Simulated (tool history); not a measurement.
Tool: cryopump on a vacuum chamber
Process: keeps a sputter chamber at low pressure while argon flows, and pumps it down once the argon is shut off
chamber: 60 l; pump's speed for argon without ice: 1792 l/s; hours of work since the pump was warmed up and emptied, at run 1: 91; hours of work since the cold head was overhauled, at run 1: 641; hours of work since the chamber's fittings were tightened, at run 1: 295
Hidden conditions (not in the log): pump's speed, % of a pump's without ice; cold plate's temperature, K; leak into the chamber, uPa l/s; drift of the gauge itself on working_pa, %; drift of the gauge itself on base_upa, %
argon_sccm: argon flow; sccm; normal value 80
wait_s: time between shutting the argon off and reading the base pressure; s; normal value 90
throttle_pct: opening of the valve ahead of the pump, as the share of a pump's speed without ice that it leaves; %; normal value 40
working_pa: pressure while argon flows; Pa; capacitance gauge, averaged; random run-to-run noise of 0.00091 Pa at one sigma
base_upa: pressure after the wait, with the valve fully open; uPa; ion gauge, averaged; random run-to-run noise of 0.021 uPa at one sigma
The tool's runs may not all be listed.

run	hour	argon_sccm	wait_s	throttle_pct	hours of work since the pump was warmed up and emptied	hours of work since the cold head was overhauled	hours of work since the chamber's fittings were tightened	working_pa	base_upa
1	0	80	90	40	91	641	295	0.1937	0.89
2	20.8	80	90	40	106	657	311	0.1926	0.85
3	36	80	90	40	118	668	322	0.1922	0.9
4	52.4	80	90	40	130	680	335	0.1942	0.9
5	65.5	80	23	40	140	690	345	0.1948	1.8
6	87.1	95	129	53	156	706	361	0.1775	0.81
7	98.2	80	90	35	164	715	369	0.2222	0.98
8	108.1	37	20	42	172	722	376	0.0867	2.04
9	125.8	37	20	42	185	735	390	0.0864	2.12
10	147.1	37	20	42	201	751	406	0.0873	2.12

Consider 5 possible next runs. They are alternatives, not a sequence: every one starts from the tool as it was left by run 10. What does each give?
A	166.8	84	109	40	215	766	420	?	?
B	166.8	37	20	54	215	766	420	?	?
C	166.8	40	83	42	215	766	420	?	?
D	166.8	80	63	40	215	766	420	?	?
E	166.8	51	183	59	215	766	420	?	?

run	working_pa	base_upa
A	0.2071	1.01
B	0.0697	2.12
C	0.0944	1.1
D	0.197	1.19
E	0.0871	0.86
Take away the tool's hidden state, keep each run's random variation, and the runs would have read:
run	working_pa	base_upa
A	0.1985	0.43
B	0.066	1.55
C	0.0903	0.51
D	0.1889	0.6
E	0.0819	0.3
